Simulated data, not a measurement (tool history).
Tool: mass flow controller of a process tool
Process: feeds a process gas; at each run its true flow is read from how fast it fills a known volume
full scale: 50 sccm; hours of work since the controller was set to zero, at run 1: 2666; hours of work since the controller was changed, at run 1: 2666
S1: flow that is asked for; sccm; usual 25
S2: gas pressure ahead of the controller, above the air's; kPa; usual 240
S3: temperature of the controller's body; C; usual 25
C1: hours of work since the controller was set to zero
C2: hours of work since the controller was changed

Run 1, hour 0: usual settings; C1 2666; C2 2666. Result: true flow (%) 98.77.
Run 2, hour 205: usual settings; C1 2814; C2 2814. Result: true flow (%) 98.58.
Run 3, hour 430.9: usual settings but S3 22 C; C1 2977; C2 2977. Result: true flow (%) 98.36.
Run 4, hour 639.6: usual settings but S3 22 C; C1 3128; C2 3128. Result: true flow (%) 98.49.
Run 5, hour 875.1: usual settings but S3 22 C; C1 3298; C2 3298. Result: true flow (%) 98.35.
Run 6, hour 1058.8: usual settings but S3 22 C; C1 3430; C2 3430. Result: true flow (%) 98.39.
Run 7, hour 1268.2: usual settings but S2 170 kPa, S3 22 C; C1 3581; C2 3581. Result: true flow (%) 98.62.
Run 8, hour 1483.3: usual settings but S2 241 kPa, S3 22 C; C1 3737; C2 3737. Result: true flow (%) 98.32.
Run 9, hour 1676.4: usual settings but S1 43 sccm; C1 3876; C2 3876. Result: true flow (%) 100.76.
Run 10, hour 1897.8: usual settings but S1 43 sccm; C1 4036; C2 4036. Result: true flow (%) 100.8.
At hour 1910.5: controller's zero set anew.
Run 11, hour 2056.8: usual settings but S1 14 sccm, S2 172 kPa; C1 106; C2 4150. Result: true flow (%) 93.55.
Run 12, hour 2238.2: usual settings but S1 14 sccm, S2 172 kPa; C1 236; C2 4281. Result: true flow (%) 93.6.
Run 13, hour 2399.7: usual settings but S1 14 sccm, S2 172 kPa; C1 353; C2 4398. Result: true flow (%) 93.66.
Run 14, hour 2641.1: usual settings but S1 14 sccm, S2 172 kPa; C1 527; C2 4572. Result: true flow (%) 93.37.

Measured minus without-hidden-state, run by run (identical run-to-run variation in each term; gauge scatter may differ):
Hidden state at play: flow at rest that the sensor doesn't see, % of full scale; true flow over the shown one, %; drift of the gauge itself on true_pct, %.
run  true flow (%)
  1          +0.17
  2          +0.17
  3           +0.2
  4          +0.21
  5          +0.22
  6          +0.23
  7          +0.24
  8          +0.26
  9          +1.26
 10          +1.31
 11          -4.33
 12           -4.4
 13          -4.44
 14          -4.51

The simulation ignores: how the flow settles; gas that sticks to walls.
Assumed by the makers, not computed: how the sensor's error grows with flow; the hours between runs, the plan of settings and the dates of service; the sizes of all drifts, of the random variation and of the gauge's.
